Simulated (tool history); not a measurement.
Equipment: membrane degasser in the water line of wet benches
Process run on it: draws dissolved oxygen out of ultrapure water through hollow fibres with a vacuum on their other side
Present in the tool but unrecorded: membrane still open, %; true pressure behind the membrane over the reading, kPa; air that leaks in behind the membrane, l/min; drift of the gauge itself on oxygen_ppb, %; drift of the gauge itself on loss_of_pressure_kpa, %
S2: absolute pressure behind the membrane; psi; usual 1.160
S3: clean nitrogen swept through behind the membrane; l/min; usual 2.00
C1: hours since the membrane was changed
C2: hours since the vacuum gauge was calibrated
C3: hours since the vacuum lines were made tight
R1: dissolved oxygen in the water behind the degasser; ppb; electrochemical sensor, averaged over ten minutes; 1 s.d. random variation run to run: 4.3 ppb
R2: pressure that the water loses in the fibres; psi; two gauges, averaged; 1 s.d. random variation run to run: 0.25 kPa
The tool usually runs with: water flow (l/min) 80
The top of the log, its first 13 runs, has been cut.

Run 14, day 46.792: usual settings but S3 1.04 l/min; C1 2667; C2 4603; C3 5658. Result: R1 679.3 ppb, R2 9.874 psi.
At day 50.025: seals of the vacuum lines changed.
Run 15, day 50.950: usual settings; C1 2765; C2 4701; C3 22. Result: R1 456.1 ppb, R2 9.934 psi.
Run 16, day 55.729: usual settings; C1 2880; C2 4815; C3 137. Result: R1 458.3 ppb, R2 9.850 psi.
Run 17, day 60.475: usual settings but water flow (l/min) 57, S2 1.008 psi, S3 4.98 l/min; C1 2994; C2 4929; C3 251. Result: R1 131.9 ppb, R2 7.017 psi.
Run 18, day 65.546: usual settings but S2 2.161 psi, S3 3.01 l/min; C1 3115; C2 5051; C3 372. Result: R1 689.4 ppb, R2 9.880 psi.
Run 19, day 68.925: usual settings but S2 2.161 psi, S3 3.01 l/min; C1 3196; C2 5132; C3 454. Result: R1 698.7 ppb, R2 9.926 psi.
Run 20, day 74.375: usual settings but S2 2.161 psi, S3 3.01 l/min; C1 3327; C2 5263; C3 584. Result: R1 699.0 ppb, R2 9.970 psi.
Run 21, day 77.708: usual settings but S2 2.161 psi, S3 3.01 l/min; C1 3407; C2 5343; C3 664. Result: R1 698.6 ppb, R2 9.926 psi.
Run 22, day 81.729: usual settings but S2 2.161 psi, S3 3.01 l/min; C1 3504; C2 5439; C3 761. Result: R1 701.3 ppb, R2 9.847 psi.
Run 23, day 87.033: usual settings but water flow (l/min) 78, S2 0.877 psi, S3 2.58 l/min; C1 3631; C2 5567; C3 888. Result: R1 265.2 ppb, R2 9.706 psi.
Run 24, day 90.175: usual settings but water flow (l/min) 78, S2 0.877 psi, S3 2.58 l/min; C1 3706; C2 5642; C3 964. Result: R1 264.9 ppb, R2 9.675 psi.
Run 25, day 93.921: usual settings but water flow (l/min) 63, S2 0.705 psi, S3 1.40 l/min; C1 3796; C2 5732; C3 1053. Result: R1 216.9 ppb, R2 7.809 psi.
Run 26, day 96.488: usual settings but water flow (l/min) 63, S2 0.705 psi, S3 1.24 l/min; C1 3858; C2 5793; C3 1115. Result: R1 235.4 ppb, R2 7.870 psi.
Run 27, day 101.142: usual settings but water flow (l/min) 63, S2 0.705 psi, S3 1.24 l/min; C1 3970; C2 5905; C3 1227. Result: R1 233.1 ppb, R2 7.822 psi.
Run 28, day 105.308: usual settings but water flow (l/min) 63, S2 0.705 psi, S3 1.24 l/min; C1 4070; C2 6005; C3 1327. Result: R1 234.0 ppb, R2 7.789 psi.
Run 29, day 109.092: usual settings but water flow (l/min) 97, S2 1.475 psi, S3 1.03 l/min; C1 4161; C2 6096; C3 1418. Result: R1 1114.6 ppb, R2 12.008 psi.
Run 30, day 114.104: usual settings but water flow (l/min) 49, S2 0.893 psi, S3 4.67 l/min; C1 4281; C2 6216; C3 1538. Result: R1 98.9 ppb, R2 6.090 psi.
At day 116.421: vacuum gauge calibrated.
Run 31, day 117.896: usual settings but S2 1.009 psi, S3 1.30 l/min; C1 4371; C2 35; C3 1628. Result: R1 469.2 ppb, R2 9.963 psi.

What if the next run were any one of these 5? Each begins from the tool's condition after run 31:
Run A, day 122.367: usual settings but water flow (l/min) 118, S2 1.450 psi, S3 1.14 l/min; C1 4479; C2 143; C3 1736. Result: R1 ?, R2 ?.
Run B, day 122.367: usual settings but water flow (l/min) 67, S2 2.579 psi, S3 1.30 l/min; C1 4479; C2 143; C3 1736. Result: R1 ?, R2 ?.
Run C, day 122.367: usual settings but water flow (l/min) 51, S2 2.019 psi, S3 4.92 l/min; C1 4479; C2 143; C3 1736. Result: R1 ?, R2 ?.
Run D, day 122.367: usual settings but water flow (l/min) 121, S3 1.56 l/min; C1 4479; C2 143; C3 1736. Result: R1 ?, R2 ?.
Run E, day 122.367: usual settings but water flow (l/min) 100, S2 2.850 psi, S3 1.30 l/min; C1 4479; C2 143; C3 1736. Result: R1 ?, R2 ?.

run      R1      R2
  A  1124.2  14.685
  B  1293.2   8.427
  C   272.0   6.341
  D   754.0  15.107
  E  1880.8  12.459
Take away the tool's hidden state, keep each run's random variation, and the runs would have read:
run      R1      R2
  A  1114.2  14.459
  B  1289.2   8.298
  C   269.5   6.244
  D   742.7  14.874
  E  1874.8  12.267
